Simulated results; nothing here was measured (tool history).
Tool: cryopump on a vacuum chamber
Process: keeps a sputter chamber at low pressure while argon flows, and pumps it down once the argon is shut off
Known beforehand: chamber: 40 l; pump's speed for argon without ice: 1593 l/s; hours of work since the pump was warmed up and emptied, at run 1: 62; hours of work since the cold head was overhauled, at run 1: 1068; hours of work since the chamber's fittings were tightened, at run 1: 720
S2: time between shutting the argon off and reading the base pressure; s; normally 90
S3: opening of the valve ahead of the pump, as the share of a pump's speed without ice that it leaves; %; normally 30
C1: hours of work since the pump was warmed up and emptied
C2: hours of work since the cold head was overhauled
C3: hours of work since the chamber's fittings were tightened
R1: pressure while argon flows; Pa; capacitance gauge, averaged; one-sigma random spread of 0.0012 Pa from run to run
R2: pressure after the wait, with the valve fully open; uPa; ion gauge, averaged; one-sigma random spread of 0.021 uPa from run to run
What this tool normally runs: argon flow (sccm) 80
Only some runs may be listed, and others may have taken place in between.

Run 1, hour 0.0: usual settings; C1 62; C2 1068; C3 720. Result: R1 0.2847 Pa, R2 1.20 uPa.
Run 2, hour 23.9: usual settings but S3 17 %; C1 81; C2 1088; C3 740. Result: R1 0.5009 Pa, R2 1.29 uPa.
Run 3, hour 40.7: usual settings but argon flow (sccm) 123; C1 95; C2 1102; C3 754. Result: R1 0.4375 Pa, R2 1.28 uPa.
Run 4, hour 72.1: usual settings but argon flow (sccm) 123; C1 121; C2 1128; C3 779. Result: R1 0.4394 Pa, R2 1.28 uPa.
Run 5, hour 92.7: usual settings but S3 21 %; C1 138; C2 1145; C3 796. Result: R1 0.4079 Pa, R2 1.30 uPa.
Run 6, hour 113.3: usual settings but S3 21 %; C1 155; C2 1162; C3 813. Result: R1 0.4035 Pa, R2 1.35 uPa.
Run 7, hour 144.9: usual settings but S3 21 %; C1 181; C2 1188; C3 840. Result: R1 0.4106 Pa, R2 1.43 uPa.
Run 8, hour 167.0: usual settings; C1 199; C2 1206; C3 858. Result: R1 0.2887 Pa, R2 1.43 uPa.
Run 9, hour 198.4: usual settings; C1 225; C2 1232; C3 884. Result: R1 0.2877 Pa, R2 1.43 uPa.
Run 10, hour 228.8: usual settings but S3 42 %; C1 250; C2 1257; C3 909. Result: R1 0.2075 Pa, R2 1.51 uPa.
Run 11, hour 247.4: usual settings but S3 27 %; C1 266; C2 1272; C3 924. Result: R1 0.3221 Pa, R2 1.52 uPa.
Run 12, hour 283.0: usual settings but S2 120 s, S3 27 %; C1 295; C2 1302; C3 953. Result: R1 0.3216 Pa, R2 1.50 uPa.
Run 13, hour 303.9: usual settings but S2 120 s, S3 27 %; C1 312; C2 1319; C3 971. Result: R1 0.3184 Pa, R2 1.50 uPa.
Run 14, hour 338.5: usual settings but S2 120 s, S3 27 %; C1 341; C2 1347; C3 999. Result: R1 0.3224 Pa, R2 1.53 uPa.
Run 15, hour 359.0: usual settings but S2 120 s, S3 27 %; C1 357; C2 1364; C3 1016. Result: R1 0.3222 Pa, R2 1.54 uPa.
Run 16, hour 385.5: usual settings but S2 120 s, S3 27 %; C1 379; C2 1386; C3 1038. Result: R1 0.3213 Pa, R2 1.53 uPa.
Run 17, hour 424.5: usual settings but S3 25 %; C1 411; C2 1418; C3 1070. Result: R1 0.3468 Pa, R2 1.69 uPa.
Run 18, hour 444.7: usual settings but argon flow (sccm) 38, S3 35 %; C1 428; C2 1435; C3 1087. Result: R1 0.1191 Pa, R2 1.77 uPa.
Run 19, hour 461.2: usual settings but argon flow (sccm) 38, S2 194 s, S3 35 %; C1 442; C2 1449; C3 1100. Result: R1 0.1183 Pa, R2 1.54 uPa.
Run 20, hour 497.0: usual settings but argon flow (sccm) 47, S2 115 s, S3 46 %; C1 471; C2 1478; C3 1130. Result: R1 0.1138 Pa, R2 1.68 uPa.
Run 21, hour 535.0: usual settings but S3 24 %; C1 503; C2 1509; C3 1161. Result: R1 0.3652 Pa, R2 1.78 uPa.
At hour 562.4: leaking fittings of the chamber tightened, without venting.
Run 22, hour 565.3: usual settings but S3 24 %; C1 526; C2 1533; C3 2. Result: R1 0.3653 Pa, R2 0.53 uPa.
Run 23, hour 603.9: usual settings but argon flow (sccm) 73, S2 33 s; C1 558; C2 1565; C3 34. Result: R1 0.2687 Pa, R2 1.07 uPa.
Run 24, hour 640.0: usual settings but argon flow (sccm) 73, S2 33 s; C1 588; C2 1594; C3 64. Result: R1 0.2690 Pa, R2 1.07 uPa.
Run 25, hour 666.9: usual settings but argon flow (sccm) 77, S2 63 s, S3 26 %; C1 610; C2 1617; C3 86. Result: R1 0.3253 Pa, R2 0.74 uPa.

The next listed run, before its measurement:
Run 26, hour 695.5: usual settings but S2 252 s; C1 633; C2 1640; C3 110. Result: R1 ?, R2 ?.

R1: 0.2972 Pa
R2: 0.45 uPa
Without the tool's hidden state the same run would have given R1 0.2843 Pa, R2 0.28 uPa.

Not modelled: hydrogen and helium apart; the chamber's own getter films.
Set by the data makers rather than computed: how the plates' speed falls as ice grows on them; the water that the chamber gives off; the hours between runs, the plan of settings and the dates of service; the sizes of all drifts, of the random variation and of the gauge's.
